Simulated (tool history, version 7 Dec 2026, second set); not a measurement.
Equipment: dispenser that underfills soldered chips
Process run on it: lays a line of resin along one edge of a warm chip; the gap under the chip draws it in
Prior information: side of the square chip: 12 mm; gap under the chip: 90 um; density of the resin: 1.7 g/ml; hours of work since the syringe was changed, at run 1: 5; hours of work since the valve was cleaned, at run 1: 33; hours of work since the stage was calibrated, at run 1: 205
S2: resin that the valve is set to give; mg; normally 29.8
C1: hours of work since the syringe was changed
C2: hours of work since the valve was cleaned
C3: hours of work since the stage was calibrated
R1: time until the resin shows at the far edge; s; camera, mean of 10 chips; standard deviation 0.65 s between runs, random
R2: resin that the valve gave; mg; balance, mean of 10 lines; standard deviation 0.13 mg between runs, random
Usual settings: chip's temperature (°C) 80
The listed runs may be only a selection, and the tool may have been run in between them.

{"run": 1, "hour": 0.0, "chip's temperature (°C)": 80, "S2": 29.8, "C1": 5, "C2": 33, "C3": 205, "R1": 82.8, "R2": 29.08}
{"hour": 1.0, "done": "new syringe of resin"}
{"run": 2, "hour": 8.5, "chip's temperature (°C)": 80, "S2": 29.8, "C1": 5, "C2": 38, "C3": 210, "R1": 83.5, "R2": 29.06}
{"hour": 9.6, "done": "new syringe of resin"}
{"run": 3, "hour": 13.2, "chip's temperature (°C)": 80, "S2": 31.5, "C1": 2, "C2": 41, "C3": 213, "R1": 66.1, "R2": 30.66}
{"hour": 15.4, "done": "dispensing valve cleaned and set on the balance"}
{"hour": 19.2, "done": "new syringe of resin"}
{"run": 4, "hour": 21.3, "chip's temperature (°C)": 79, "S2": 29.8, "C1": 1, "C2": 4, "C3": 217, "R1": 63.8, "R2": 29.65}
{"hour": 27.4, "done": "new syringe of resin"}
{"run": 5, "hour": 29.4, "chip's temperature (°C)": 80, "S2": 30.6, "C1": 1, "C2": 9, "C3": 222, "R1": 61.1, "R2": 30.67}
{"hour": 35.6, "done": "new syringe of resin"}
{"run": 6, "hour": 35.6, "chip's temperature (°C)": 80, "S2": 30.6, "C1": 0, "C2": 12, "C3": 226, "R1": 57.6, "R2": 30.37}
{"run": 7, "hour": 40.2, "chip's temperature (°C)": 80, "S2": 30.6, "C1": 3, "C2": 15, "C3": 229, "R1": 70.7, "R2": 30.32}
{"hour": 44.2, "done": "new syringe of resin"}
{"run": 8, "hour": 47.9, "chip's temperature (°C)": 80, "S2": 30.6, "C1": 2, "C2": 20, "C3": 234, "R1": 67.6, "R2": 30.02}
{"hour": 52.8, "done": "new syringe of resin"}
{"run": 9, "hour": 55.3, "chip's temperature (°C)": 80, "S2": 29.8, "C1": 2, "C2": 24, "C3": 238, "R1": 63.5, "R2": 29.33}
{"hour": 61.1, "done": "new syringe of resin"}
{"run": 10, "hour": 61.4, "chip's temperature (°C)": 80, "S2": 29.8, "C1": 0, "C2": 28, "C3": 242, "R1": 58.1, "R2": 29.29}
{"run": 11, "hour": 68.3, "chip's temperature (°C)": 80, "S2": 29.8, "C1": 5, "C2": 33, "C3": 246, "R1": 81.1, "R2": 29.2}
{"hour": 69.4, "done": "new syringe of resin"}
{"run": 12, "hour": 74.1, "chip's temperature (°C)": 80, "S2": 29.8, "C1": 3, "C2": 36, "C3": 250, "R1": 72.0, "R2": 29.27}
{"hour": 78.3, "done": "new syringe of resin"}
{"run": 13, "hour": 80.6, "chip's temperature (°C)": 80, "S2": 29.8, "C1": 1, "C2": 40, "C3": 254, "R1": 63.5, "R2": 29.21}
{"hour": 83.8, "done": "dispensing valve cleaned and set on the balance"}
{"hour": 87.5, "done": "new syringe of resin"}
{"run": 14, "hour": 87.5, "chip's temperature (°C)": 80, "S2": 32.9, "C1": 0, "C2": 2, "C3": 257, "R1": 55.7, "R2": 32.82}
{"run": 15, "hour": 94.0, "chip's temperature (°C)": 80, "S2": 32.9, "C1": 4, "C2": 6, "C3": 261, "R1": 76.5, "R2": 32.57}
{"hour": 95.8, "done": "new syringe of resin"}
{"run": 16, "hour": 101.0, "chip's temperature (°C)": 80, "S2": 32.9, "C1": 3, "C2": 11, "C3": 266, "R1": 72.1, "R2": 32.42}

Expected results for the next run?
{"hour": 104.0, "done": "new syringe of resin"}
{"run": 17, "hour": 105.8, "chip's temperature (°C)": 80, "S2": 32.9, "C1": 1, "C2": 13, "C3": 269, "R1": "?", "R2": "?"}

R1: 59.4 s
R2: 32.39 mg
If the tool had no hidden condition, the same run with the same run-to-run variation would have returned R1 55.7 s, R2 32.75 mg.
